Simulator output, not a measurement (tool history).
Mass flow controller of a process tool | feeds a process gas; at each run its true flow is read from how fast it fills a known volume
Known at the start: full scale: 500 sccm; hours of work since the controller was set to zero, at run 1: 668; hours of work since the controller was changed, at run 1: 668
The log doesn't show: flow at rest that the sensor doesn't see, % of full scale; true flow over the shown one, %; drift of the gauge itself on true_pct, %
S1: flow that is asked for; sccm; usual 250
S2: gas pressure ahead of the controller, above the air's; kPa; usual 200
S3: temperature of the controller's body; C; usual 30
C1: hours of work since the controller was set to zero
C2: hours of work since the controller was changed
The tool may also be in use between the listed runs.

run 1 hour=0 | S1=250 S2=200 S3=30 | C1=668 C2=668 | true_flow_(%)=99.37
run 2 hour=304.1 | S1=250 S2=200 S3=30 | C1=905 C2=905 | true_flow_(%)=99.39
run 3 hour=606.5 | S1=250 S2=200 S3=30 | C1=1141 C2=1141 | true_flow_(%)=99.45
run 4 hour=816.9 | S1=250 S2=200 S3=30 | C1=1305 C2=1305 | true_flow_(%)=99.26
run 5 hour=1210.3 | S1=250 S2=200 S3=30 | C1=1612 C2=1612 | true_flow_(%)=99.46
run 6 hour=1542.2 | S1=250 S2=200 S3=30 | C1=1871 C2=1871 | true_flow_(%)=99.4
run 7 hour=1854.3 | S1=250 S2=200 S3=30 | C1=2115 C2=2115 | true_flow_(%)=99.41
run 8 hour=2271 | S1=250 S2=199 S3=30 | C1=2440 C2=2440 | true_flow_(%)=99.47
run 9 hour=2642.4 | S1=250 S2=199 S3=30 | C1=2729 C2=2729 | true_flow_(%)=99.37
run 10 hour=2886.1 | S1=250 S2=199 S3=30 | C1=2920 C2=2920 | true_flow_(%)=99.41
run 11 hour=3338.6 | S1=250 S2=200 S3=26 | C1=3273 C2=3273 | true_flow_(%)=99.27
run 12 hour=3751.8 | S1=250 S2=200 S3=26 | C1=3595 C2=3595 | true_flow_(%)=99.21
run 13 hour=4160.9 | S1=250 S2=200 S3=26 | C1=3914 C2=3914 | true_flow_(%)=99.22
run 14 hour=4472.1 | S1=250 S2=158 S3=30 | C1=4157 C2=4157 | true_flow_(%)=99.31
run 15 hour=4741.7 | S1=250 S2=158 S3=30 | C1=4367 C2=4367 | true_flow_(%)=99.19
run 16 hour=5188.8 | S1=250 S2=158 S3=30 | C1=4716 C2=4716 | true_flow_(%)=99.37
-- hour=5293.2 controller's zero set anew
run 17 hour=5644.1 | S1=250 S2=213 S3=30 | C1=274 C2=5071 | true_flow_(%)=100.19
run 18 hour=5912.8 | S1=250 S2=200 S3=36 | C1=483 C2=5280 | true_flow_(%)=100.46
run 19 hour=6216.8 | S1=250 S2=200 S3=36 | C1=721 C2=5518 | true_flow_(%)=100.55
run 20 hour=6551.9 | S1=250 S2=200 S3=36 | C1=982 C2=5779 | true_flow_(%)=100.46
run 21 hour=6869.4 | S1=250 S2=200 S3=36 | C1=1230 C2=6027 | true_flow_(%)=100.48
run 22 hour=7075.2 | S1=250 S2=200 S3=36 | C1=1390 C2=6187 | true_flow_(%)=100.64
run 23 hour=7521.9 | S1=420 S2=238 S3=28 | C1=1739 C2=6536 | true_flow_(%)=100.16
run 24 hour=7884.6 | S1=420 S2=238 S3=28 | C1=2022 C2=6819 | true_flow_(%)=100.16
-- hour=8033.9 controller's zero set anew, once more
run 25 hour=8287.2 | S1=77 S2=156 S3=26 | C1=198 C2=7132 | true_flow_(%)=97.28
run 26 hour=8480.2 | S1=77 S2=270 S3=21 | C1=348 C2=7283 | true_flow_(%)=97.55
run 27 hour=8874.1 | S1=327 S2=269 S3=21 | C1=656 C2=7590 | true_flow_(%)=98.37
run 28 hour=9337.6 | S1=327 S2=269 S3=21 | C1=1017 C2=7952 | true_flow_(%)=98.25
run 29 hour=9533.6 | S1=327 S2=209 S3=20 | C1=1170 C2=8105 | true_flow_(%)=98.07
run 30 hour=9950 | S1=55 S2=209 S3=35 | C1=1495 C2=8430 | true_flow_(%)=99
run 31 hour=10226.5 | S1=55 S2=209 S3=35 | C1=1711 C2=8645 | true_flow_(%)=99.33
run 32 hour=10494 | S1=236 S2=200 S3=30 | C1=1919 C2=8854 | true_flow_(%)=98.34
run 33 hour=10768.6 | S1=50 S2=244 S3=30 | C1=2134 C2=9068 | true_flow_(%)=99.62
run 34 hour=11109.2 | S1=415 S2=146 S3=25 | C1=2399 C2=9334 | true_flow_(%)=98.34
run 35 hour=11465.1 | S1=462 S2=171 S3=21 | C1=2677 C2=9612 | true_flow_(%)=98.42
run 36 hour=11835 | S1=435 S2=213 S3=21 | C1=2966 C2=9900 | true_flow_(%)=98.34
run 37 hour=12275.7 | S1=250 S2=239 S3=30 | C1=3309 C2=10244 | true_flow_(%)=98.47
run 38 hour=12484.4 | S1=250 S2=247 S3=20 | C1=3472 C2=10407 | true_flow_(%)=98.14
run 39 hour=12772 | S1=119 S2=141 S3=37 | C1=3697 C2=10631 | true_flow_(%)=98.74
run 40 hour=13096.9 | S1=52 S2=200 S3=22 | C1=3950 C2=10885 | true_flow_(%)=100.68
run 41 hour=13320 | S1=301 S2=248 S3=30 | C1=4124 C2=11059 | true_flow_(%)=98.69

Forecast each of these 5 alternatives for the next run:
run A hour=13635.8 | S1=332 S2=200 S3=22 | C1=4370 C2=11305 | true_flow_(%)=?
run B hour=13635.8 | S1=250 S2=184 S3=23 | C1=4370 C2=11305 | true_flow_(%)=?
run C hour=13635.8 | S1=265 S2=141 S3=21 | C1=4370 C2=11305 | true_flow_(%)=?
run D hour=13635.8 | S1=350 S2=200 S3=30 | C1=4370 C2=11305 | true_flow_(%)=?
run E hour=13635.8 | S1=107 S2=247 S3=30 | C1=4370 C2=11305 | true_flow_(%)=?

run=A true_flow_(%)=98.14
run=B true_flow_(%)=97.88
run=C true_flow_(%)=97.76
run=D true_flow_(%)=98.51
run=E true_flow_(%)=99.33
Without the tool's hidden state the same runs would have given:
run=A true_flow_(%)=99.17
run=B true_flow_(%)=98.66
run=C true_flow_(%)=98.6
run=D true_flow_(%)=99.58
run=E true_flow_(%)=98.78
